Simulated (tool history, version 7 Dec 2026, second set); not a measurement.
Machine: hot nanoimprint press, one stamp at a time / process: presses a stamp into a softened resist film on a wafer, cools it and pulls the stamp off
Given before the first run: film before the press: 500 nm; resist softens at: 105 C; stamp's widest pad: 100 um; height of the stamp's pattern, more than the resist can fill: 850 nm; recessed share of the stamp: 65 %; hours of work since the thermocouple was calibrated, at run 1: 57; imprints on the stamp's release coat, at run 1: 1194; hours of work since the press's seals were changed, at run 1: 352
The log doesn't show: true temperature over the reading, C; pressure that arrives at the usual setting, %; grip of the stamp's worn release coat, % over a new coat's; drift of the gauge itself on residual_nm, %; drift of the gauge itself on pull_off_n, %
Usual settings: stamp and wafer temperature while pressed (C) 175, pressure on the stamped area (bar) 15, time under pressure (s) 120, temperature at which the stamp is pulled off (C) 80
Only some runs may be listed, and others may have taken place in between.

run,hour,stamp and wafer temperature while pressed (C),pressure on the stamped area (bar),time under pressure (s),temperature at which the stamp is pulled off (C),hours of work since the thermocouple was calibrated,imprints on the stamp's release coat,hours of work since the press's seals were changed,resist left under the stamp's widest pad (nm),greatest force while the stamp is pulled off (N)
1,0,175,15,120,80,57,1194,352,230,205
2,32.2,175,15,120,80,79,1261,374,230,203
3,65.9,175,15,120,80,102,1331,397,229.3,201
4,117.2,175,15,120,80,137,1437,432,228.5,203
5,150.7,175,9.4,120,80,160,1507,455,274.6,204
6,195.4,175,9.4,120,80,191,1600,486,277.5,202
7,255.6,175,9.4,120,80,233,1724,527,276.9,198
8,302.7,175,15,120,65,265,1822,560,230.2,249
9,356.5,175,15,120,65,302,1934,597,228.7,250
10,399.4,175,15,67,80,331,2023,626,284.7,201
11,452.2,175,15,67,80,368,2133,662,280.8,209
12,497,175,12.1,94,80,398,2226,693,273.9,206
13,532.4,175,12.1,94,80,423,2299,717,271.4,196
# hour 547.4: stamp cleaned and given a new release coat
14,583.9,183,9.2,120,80,454,76,749,185.5,208
15,620.9,164,15,120,67,479,152,774,381.6,240
# hour 694.2: press's hydraulic seals changed and the load cell set to zero
16,694.2,164,15,120,67,524,288,0,380.7,244
# hour 707.6: plate thermocouple calibrated
17,755.4,175,23.2,120,80,33,409,40,189,210
18,789.7,175,23.2,120,80,56,480,63,189.6,197
19,850.4,186,23.2,120,80,98,606,105,99.8,204
20,914.1,176,15,120,68,142,738,149,216,244
21,976,186,10.2,120,68,184,866,191,150.4,243
22,1036,175,16.5,102,80,226,991,233,234.7,209

Below are 3 alternative next runs, each starting from the tool's condition after run 22. Predict each:
A,1097.8,175,14.6,181,80,268,1119,275,?,?
B,1097.8,175,17.3,125,80,268,1119,275,?,?
C,1097.8,175,23.2,102,80,268,1119,275,?,?

run,resist left under the stamp's widest pad (nm),greatest force while the stamp is pulled off (N)
A,196.8,200
B,213.6,197
C,202.1,202
Take away the tool's hidden state, keep each run's random variation, and the runs would have read:
run,resist left under the stamp's widest pad (nm),greatest force while the stamp is pulled off (N)
A,196.9,200
B,213.7,196
C,202.2,202
